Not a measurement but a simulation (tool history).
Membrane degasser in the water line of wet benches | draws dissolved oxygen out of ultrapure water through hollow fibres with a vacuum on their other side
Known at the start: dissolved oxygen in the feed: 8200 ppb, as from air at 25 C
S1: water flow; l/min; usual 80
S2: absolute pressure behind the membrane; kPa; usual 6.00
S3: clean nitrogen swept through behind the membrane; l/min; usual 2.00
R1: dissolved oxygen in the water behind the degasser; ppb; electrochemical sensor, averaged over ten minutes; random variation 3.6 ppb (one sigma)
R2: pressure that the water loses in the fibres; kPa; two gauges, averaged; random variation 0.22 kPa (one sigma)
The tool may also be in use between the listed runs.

run    hour  S1     S2    S3     R1     R2
  1     0.0  80   6.00  2.00  398.6  56.42
  2    81.7  80   6.00  2.00  401.3  56.90
  3   189.8  80   6.00  0.82  592.0  56.58
  4   284.5  80   6.00  4.77  282.9  57.24
  5   381.6  80   6.00  1.47  464.6  57.29
  6   533.9  80   6.00  1.47  453.6  56.85
  7   620.2  80   6.00  1.47  444.3  57.35
  8   710.5  80   6.00  2.00  408.1  56.83
  9   792.6  80   6.00  2.00  400.1  57.40
 10   872.3  80   6.00  2.00  405.9  57.32
 11   968.0  80   6.00  2.00  400.3  57.57
 12  1068.2  80   6.00  2.00  403.9  57.23
 13  1193.0  80   6.00  2.00  398.4  57.24
 14  1270.3  80   4.89  2.00  320.3  57.64
     1324.7  -- vacuum gauge calibrated
 15  1345.3  80   6.00  2.00  392.1  57.37
 16  1509.2  57   6.00  2.00  223.7  41.14
 17  1663.4  80   7.52  1.73  545.8  57.97
 18  1785.4  80   5.47  3.61  294.2  57.71
 19  1873.3  73  13.06  2.00  809.8  52.82
 20  2043.2  60   9.52  3.18  329.7  43.32
 21  2146.0  97   4.49  2.00  413.8  70.40
 22  2309.0  82   6.00  4.97  296.6  59.54
 23  2479.3  59   9.47  4.26  269.7  43.00
 24  2605.5  59   9.47  4.26  268.3  43.06
 25  2732.6  48  10.70  2.36  360.5  35.02
 26  2897.2  80   5.90  2.28  373.1  58.00
 27  3050.8  80   5.90  2.28  377.5  58.39
 28  3139.2  80   5.90  2.28  378.1  58.43
 29  3309.9  80   5.90  2.28  375.1  58.53
 30  3409.1  58  14.72  2.28  672.0  41.92
 31  3501.0  58  13.77  2.28  611.4  42.28
 32  3589.7  80   9.26  1.15  866.1  58.26

3 ways to go on from here, each from the tool as it stands after run 32. What would each give?
  A  3745.6  80  6.13  4.73   ?   ?
  B  3745.6  64  9.26  1.15   ?   ?
  C  3745.6  80  4.34  1.08   ?   ?

run     R1     R2
  A  300.6  58.84
  B  692.7  46.88
  C  347.5  58.83
Without the tool's hidden state the same runs would have given:
run     R1     R2
  A  256.6  55.40
  B  659.4  44.13
  C  291.5  55.39
